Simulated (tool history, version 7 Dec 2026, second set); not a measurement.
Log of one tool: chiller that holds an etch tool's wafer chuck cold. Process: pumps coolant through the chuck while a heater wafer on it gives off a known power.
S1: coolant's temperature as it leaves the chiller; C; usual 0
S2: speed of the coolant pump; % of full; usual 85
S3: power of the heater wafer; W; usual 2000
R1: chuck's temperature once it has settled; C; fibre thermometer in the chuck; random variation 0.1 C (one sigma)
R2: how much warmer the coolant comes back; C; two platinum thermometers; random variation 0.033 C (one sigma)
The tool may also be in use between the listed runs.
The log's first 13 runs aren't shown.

{"run": 14, "hour": 1165.3, "S1": 10, "S2": 85, "S3": 1788, "R1": 22.2, "R2": 4.1}
{"run": 15, "hour": 1288.4, "S1": 10, "S2": 85, "S3": 1788, "R1": 22.4, "R2": 4.11}
{"run": 16, "hour": 1413.5, "S1": 10, "S2": 85, "S3": 1788, "R1": 22.3, "R2": 4.04}
{"run": 17, "hour": 1481.0, "S1": 10, "S2": 85, "S3": 1788, "R1": 22.5, "R2": 4.04}
{"run": 18, "hour": 1554.1, "S1": 8, "S2": 85, "S3": 1960, "R1": 21.6, "R2": 4.46}
{"run": 19, "hour": 1634.3, "S1": 0, "S2": 86, "S3": 1155, "R1": 8.1, "R2": 2.64}
{"run": 20, "hour": 1767.3, "S1": 0, "S2": 84, "S3": 1755, "R1": 12.3, "R2": 4.1}
{"run": 21, "hour": 1905.1, "S1": 0, "S2": 85, "S3": 2259, "R1": 15.5, "R2": 5.23}
{"hour": 2003.5, "done": "chiller's thermometer calibrated"}
{"run": 22, "hour": 2012.7, "S1": 0, "S2": 85, "S3": 2259, "R1": 15.6, "R2": 5.19}
{"hour": 2023.8, "done": "coolant pump overhauled"}
{"run": 23, "hour": 2091.0, "S1": 4, "S2": 78, "S3": 1273, "R1": 13.6, "R2": 3.36}
{"run": 24, "hour": 2156.2, "S1": 4, "S2": 78, "S3": 1273, "R1": 13.3, "R2": 3.4}
{"run": 25, "hour": 2298.8, "S1": 4, "S2": 78, "S3": 1273, "R1": 13.7, "R2": 3.34}
{"run": 26, "hour": 2421.0, "S1": 3, "S2": 91, "S3": 1368, "R1": 12.3, "R2": 3.06}
{"run": 27, "hour": 2528.7, "S1": -4, "S2": 85, "S3": 2000, "R1": 10.3, "R2": 4.84}
{"hour": 2595.6, "done": "coolant pump overhauled, once more"}
{"run": 28, "hour": 2672.7, "S1": 7, "S2": 100, "S3": 2000, "R1": 18.8, "R2": 3.7}
{"run": 29, "hour": 2789.8, "S1": 1, "S2": 76, "S3": 1834, "R1": 14.3, "R2": 4.51}
{"run": 30, "hour": 2923.1, "S1": 0, "S2": 83, "S3": 1080, "R1": 7.4, "R2": 2.4}
{"run": 31, "hour": 2997.0, "S1": -1, "S2": 90, "S3": 1147, "R1": 6.4, "R2": 2.38}
{"run": 32, "hour": 3065.3, "S1": 8, "S2": 70, "S3": 2477, "R1": 27.2, "R2": 6.66}
{"run": 33, "hour": 3203.7, "S1": -4, "S2": 72, "S3": 2000, "R1": 11.2, "R2": 5.26}

Forecast each of these 3 alternatives for the next run:
{"run": "A", "hour": 3340.1, "S1": 7, "S2": 93, "S3": 1845, "R1": "?", "R2": "?"}
{"run": "B", "hour": 3340.1, "S1": -7, "S2": 85, "S3": 1592, "R1": "?", "R2": "?"}
{"run": "C", "hour": 3340.1, "S1": 4, "S2": 72, "S3": 2446, "R1": "?", "R2": "?"}

run=A R1=18.9 R2=3.74
run=B R1=3.8 R2=3.52
run=C R1=22.8 R2=6.37
Without the tool's hidden state the same runs would have given:
run=A R1=18.2 R2=3.68
run=B R1=3.1 R2=3.47
run=C R1=21.7 R2=6.26
